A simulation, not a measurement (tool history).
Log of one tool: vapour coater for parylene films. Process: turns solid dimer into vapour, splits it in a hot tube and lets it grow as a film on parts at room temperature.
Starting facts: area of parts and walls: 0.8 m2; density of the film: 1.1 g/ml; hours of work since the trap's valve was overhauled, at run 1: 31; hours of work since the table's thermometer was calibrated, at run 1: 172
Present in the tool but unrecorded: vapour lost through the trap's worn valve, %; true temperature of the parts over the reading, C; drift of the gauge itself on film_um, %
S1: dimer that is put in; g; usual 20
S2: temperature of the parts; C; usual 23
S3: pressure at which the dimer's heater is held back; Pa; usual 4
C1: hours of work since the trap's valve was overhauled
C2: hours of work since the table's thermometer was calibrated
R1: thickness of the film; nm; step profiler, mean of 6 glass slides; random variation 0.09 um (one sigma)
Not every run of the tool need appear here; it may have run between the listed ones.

run 1 day=0 | S1=20 S2=23 S3=4 | C1=31 C2=172 | R1=10930
run 2 day=0.55 | S1=20 S2=23 S3=4 | C1=37 C2=178 | R1=10930
run 3 day=1.25 | S1=20 S2=23 S3=4 | C1=45 C2=186 | R1=10830
run 4 day=1.746 | S1=20 S2=23 S3=4 | C1=50 C2=191 | R1=10730
run 5 day=2.704 | S1=20 S2=23 S3=4 | C1=60 C2=202 | R1=10770
run 6 day=3.242 | S1=12 S2=23 S3=4 | C1=66 C2=207 | R1=6460
run 7 day=4.104 | S1=12 S2=23 S3=4 | C1=75 C2=217 | R1=6450
run 8 day=5.021 | S1=15 S2=23 S3=4 | C1=85 C2=226 | R1=8040
run 9 day=5.771 | S1=20 S2=23 S3=5.67 | C1=93 C2=235 | R1=10150
run 10 day=6.296 | S1=20 S2=23 S3=5.67 | C1=99 C2=240 | R1=10060
run 11 day=7 | S1=20 S2=23 S3=4 | C1=107 C2=248 | R1=10680
run 12 day=7.558 | S1=9 S2=23 S3=4 | C1=113 C2=254 | R1=4790
run 13 day=8.312 | S1=9 S2=23 S3=4.25 | C1=121 C2=262 | R1=4720
run 14 day=9.162 | S1=9 S2=23 S3=4.25 | C1=130 C2=271 | R1=4730
run 15 day=9.871 | S1=9 S2=23 S3=4.25 | C1=137 C2=279 | R1=4740
run 16 day=10.725 | S1=9 S2=23 S3=4.25 | C1=147 C2=288 | R1=4680
run 17 day=11.288 | S1=20 S2=23 S3=4 | C1=153 C2=294 | R1=10380
run 18 day=12.108 | S1=20 S2=23 S3=4 | C1=162 C2=303 | R1=10720
run 19 day=12.667 | S1=16 S2=26 S3=11.71 | C1=168 C2=309 | R1=6590
run 20 day=13.429 | S1=22 S2=19 S3=4.03 | C1=176 C2=317 | R1=12740
-- day=13.525 table's thermometer calibrated
run 21 day=14.229 | S1=22 S2=30 S3=3.01 | C1=184 C2=8 | R1=10390
run 22 day=14.671 | S1=22 S2=30 S3=3.01 | C1=189 C2=12 | R1=10340
run 23 day=15.325 | S1=20 S2=32 S3=4 | C1=196 C2=19 | R1=8680
-- day=15.925 table's thermometer calibrated, once more
run 24 day=15.983 | S1=20 S2=32 S3=4 | C1=202 C2=1 | R1=8530
run 25 day=16.917 | S1=10 S2=23 S3=2.94 | C1=212 C2=11 | R1=5450
run 26 day=17.367 | S1=11 S2=27 S3=2.54 | C1=217 C2=16 | R1=5710
run 27 day=18.283 | S1=20 S2=23 S3=3.67 | C1=227 C2=25 | R1=10310
run 28 day=19.154 | S1=24 S2=19 S3=2.24 | C1=236 C2=35 | R1=15040
run 29 day=20.004 | S1=23 S2=34 S3=3.89 | C1=246 C2=44 | R1=9360
run 30 day=20.638 | S1=17 S2=25 S3=4 | C1=253 C2=51 | R1=8380
run 31 day=21.162 | S1=19 S2=19 S3=4 | C1=258 C2=56 | R1=10650
run 32 day=21.833 | S1=19 S2=19 S3=3.7 | C1=265 C2=64 | R1=11000
run 33 day=22.383 | S1=13 S2=23 S3=5.91 | C1=271 C2=70 | R1=6290

5 options for the next run, each taken on its own from the tool as it stands now. Forecast them:
run A day=22.85 | S1=13 S2=25 S3=5.91 | C1=276 C2=75 | R1=?
run B day=22.85 | S1=27 S2=32 S3=3.29 | C1=276 C2=75 | R1=?
run C day=22.85 | S1=9 S2=21 S3=9.69 | C1=276 C2=75 | R1=?
run D day=22.85 | S1=9 S2=21 S3=2.73 | C1=276 C2=75 | R1=?
run E day=22.85 | S1=22 S2=34 S3=2.3 | C1=276 C2=75 | R1=?

run=A R1=5930
run=B R1=11740
run=C R1=4120
run=D R1=5170
run=E R1=9610
Take away the tool's hidden state, keep each run's random variation, and the runs would have read:
run=A R1=6330
run=B R1=12530
run=C R1=4400
run=D R1=5520
run=E R1=10260

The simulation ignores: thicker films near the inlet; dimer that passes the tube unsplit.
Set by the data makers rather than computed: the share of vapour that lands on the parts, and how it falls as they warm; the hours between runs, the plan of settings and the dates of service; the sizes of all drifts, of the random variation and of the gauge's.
